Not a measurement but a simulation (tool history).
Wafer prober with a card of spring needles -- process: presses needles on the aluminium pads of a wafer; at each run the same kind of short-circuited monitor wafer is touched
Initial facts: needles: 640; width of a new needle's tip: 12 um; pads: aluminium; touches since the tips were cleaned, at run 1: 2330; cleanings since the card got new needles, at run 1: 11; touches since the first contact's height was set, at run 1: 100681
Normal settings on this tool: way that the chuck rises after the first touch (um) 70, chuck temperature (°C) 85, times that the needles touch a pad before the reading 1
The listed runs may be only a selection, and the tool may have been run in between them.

run	hour	way that the chuck rises after the first touch (um)	chuck temperature (°C)	times that the needles touch a pad before the reading	touches since the tips were cleaned	cleanings since the card got new needles	touches since the first contact's height was set	resistance of one needle with its contact and lead (mohm)	way that a needle slides on the pad (um)
1	0	70	85	1	2330	11	100681	284	9.14
2	10.4	70	85	1	4537	11	102888	304	9.12
3	18.6	70	85	1	6253	11	104604	297	9.13
# hour 24.4: tips cleaned on abrasive film
4	32.9	70	85	1	1780	12	107605	281	9.1
5	39.7	70	85	1	3218	12	109043	296	9.1
6	46.6	70	85	1	4688	12	110513	299	9.09
7	59	70	85	1	7301	12	113126	300	9.13
# hour 60.2: tips cleaned on abrasive film
8	71.2	70	85	1	2326	13	115691	287	9.11
9	85.8	70	85	1	5414	13	118779	302	9.13
10	92.9	70	85	1	6917	13	120282	303	9.1
# hour 96.2: tips cleaned on abrasive film
11	99.4	70	85	1	687	14	121638	266	9.07
12	107.2	70	85	1	2339	14	123290	283	9.11
13	120.2	70	55	1	5083	14	126034	294	9.08
14	128.8	70	55	1	6894	14	127845	298	9.07
# hour 131.7: tips cleaned on abrasive film
15	135.5	70	55	1	803	15	129246	263	9.12
16	143.3	70	55	1	2443	15	130886	281	9.11
17	156.5	70	55	1	5236	15	133679	295	9.09
18	166.4	70	50	1	7338	15	135781	299	9.1
# hour 167.4: tips cleaned on abrasive film
19	181.1	70	50	2	2882	16	138854	269	9.09
20	189.1	70	40	2	4583	16	140555	270	9.07
# hour 203.3: tips cleaned on abrasive film
21	203.4	69	85	2	15	17	143547	254	8.94
22	217	59	31	2	2898	17	146430	270	7.58
23	227.9	59	31	2	5200	17	148732	278	7.63
24	235.7	59	31	2	6857	17	150389	278	7.61
# hour 239: tips cleaned on abrasive film
25	245.8	59	31	2	1445	18	152503	261	7.64
26	257.6	57	51	1	3939	18	154997	309	7.35
27	270.6	57	51	1	6672	18	157730	322	7.37
# hour 274.6: tips cleaned on abrasive film
28	276.7	57	51	1	433	19	159005	258	7.33
29	287.1	57	51	1	2636	19	161208	302	7.35
30	297.4	65	43	1	4814	19	163386	301	8.39
31	309.5	70	85	2	7375	19	165947	275	9.11
# hour 310.6: tips cleaned on abrasive film
32	323.3	70	85	1	2699	20	168843	294	9.05
33	331	81	85	2	4327	20	170471	271	10.54
34	344.2	70	85	2	7120	20	173264	279	9.02

Here are 3 independent what-if runs from the current tool condition. What would each one return?
# hour 346.2: tips cleaned on abrasive film
A	357.5	70	78	1	2394	21	176051	?	?
# hour 346.2: tips cleaned on abrasive film
B	357.5	70	85	1	2394	21	176051	?	?
# hour 346.2: tips cleaned on abrasive film
C	357.5	70	38	1	2394	21	176051	?	?

run	resistance of one needle with its contact and lead (mohm)	way that a needle slides on the pad (um)
A	288	9.03
B	287	9.05
C	281	9.06
Without the tool's unlogged condition, the same runs would have read:
run	resistance of one needle with its contact and lead (mohm)	way that a needle slides on the pad (um)
A	244	9.17
B	244	9.19
C	234	9.2
